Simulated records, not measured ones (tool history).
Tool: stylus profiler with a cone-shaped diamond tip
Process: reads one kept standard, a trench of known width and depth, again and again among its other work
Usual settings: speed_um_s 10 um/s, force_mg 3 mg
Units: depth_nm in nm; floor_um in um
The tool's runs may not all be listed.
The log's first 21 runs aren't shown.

Run 22, hour 387.3: usual settings but speed_um_s 5 um/s, force_mg 1.08 mg. Result: depth_nm 202.17 nm, floor_um 17.15 um.
Run 23, hour 407.2: usual settings but speed_um_s 3 um/s, force_mg 2.37 mg. Result: depth_nm 203.16 nm, floor_um 17.17 um.
Run 24, hour 432.4: usual settings but speed_um_s 2 um/s, force_mg 2.37 mg. Result: depth_nm 203.39 nm, floor_um 17.19 um.
Run 25, hour 451.8: usual settings but speed_um_s 2 um/s, force_mg 2.37 mg. Result: depth_nm 203.21 nm, floor_um 17.2 um.
Run 26, hour 471.7: usual settings but speed_um_s 2 um/s, force_mg 2.37 mg. Result: depth_nm 203.41 nm, floor_um 17.18 um.
Run 27, hour 496.6: usual settings but speed_um_s 4 um/s, force_mg 1.62 mg. Result: depth_nm 202.49 nm, floor_um 17.14 um.
Run 28, hour 519.2: usual settings but speed_um_s 3 um/s, force_mg 1.62 mg. Result: depth_nm 202.61 nm, floor_um 17.17 um.
Run 29, hour 538.2: usual settings but speed_um_s 3 um/s, force_mg 1.62 mg. Result: depth_nm 202.57 nm, floor_um 17.13 um.
Run 30, hour 562.6: usual settings but speed_um_s 3 um/s, force_mg 1.62 mg. Result: depth_nm 202.65 nm, floor_um 17.21 um.
Run 31, hour 584.5: usual settings but speed_um_s 6 um/s, force_mg 1.6 mg. Result: depth_nm 202.52 nm, floor_um 17.17 um.
Run 32, hour 600.7: usual settings but speed_um_s 8 um/s, force_mg 1.38 mg. Result: depth_nm 202.4 nm, floor_um 17.18 um.
Run 33, hour 613.1: usual settings but speed_um_s 8 um/s, force_mg 1.38 mg. Result: depth_nm 202.3 nm, floor_um 17.1 um.
Run 34, hour 626.3: usual settings but speed_um_s 4 um/s, force_mg 3.48 mg. Result: depth_nm 204.27 nm, floor_um 17.21 um.
Run 35, hour 651.8: usual settings but speed_um_s 3 um/s, force_mg 5.62 mg. Result: depth_nm 205.86 nm, floor_um 17.17 um.
Run 36, hour 668: usual settings but speed_um_s 3 um/s, force_mg 4.69 mg. Result: depth_nm 205.13 nm, floor_um 17.22 um.
Run 37, hour 679.4: usual settings but speed_um_s 14 um/s, force_mg 8.73 mg. Result: depth_nm 208.01 nm, floor_um 17.13 um.
Run 38, hour 697.7: usual settings but speed_um_s 22 um/s, force_mg 4.97 mg. Result: depth_nm 205.45 nm, floor_um 17.14 um.
Run 39, hour 725.5: usual settings but speed_um_s 9 um/s, force_mg 1.63 mg. Result: depth_nm 202.6 nm, floor_um 17.13 um.

Forecast each of these 5 alternatives for the next run:
Run A, hour 749.5: usual settings but speed_um_s 3 um/s, force_mg 1.78 mg. Result: depth_nm ?, floor_um ?.
Run B, hour 749.5: usual settings but speed_um_s 15 um/s, force_mg 1.2 mg. Result: depth_nm ?, floor_um ?.
Run C, hour 749.5: usual settings but speed_um_s 20 um/s, force_mg 3.31 mg. Result: depth_nm ?, floor_um ?.
Run D, hour 749.5: usual settings but speed_um_s 3 um/s, force_mg 6.75 mg. Result: depth_nm ?, floor_um ?.
Run E, hour 749.5: usual settings but speed_um_s 9 um/s, force_mg 1.63 mg. Result: depth_nm ?, floor_um ?.

run  depth_nm  floor_um
  A    202.65     17.14
  B    202.15      17.1
  C    204.28     17.13
  D    206.84     17.18
  E    202.47     17.17
Without the tool's hidden state the same runs would have given:
run  depth_nm  floor_um
  A    202.64     17.14
  B    202.14     17.11
  C    204.27     17.13
  D    206.83     17.18
  E    202.46     17.17
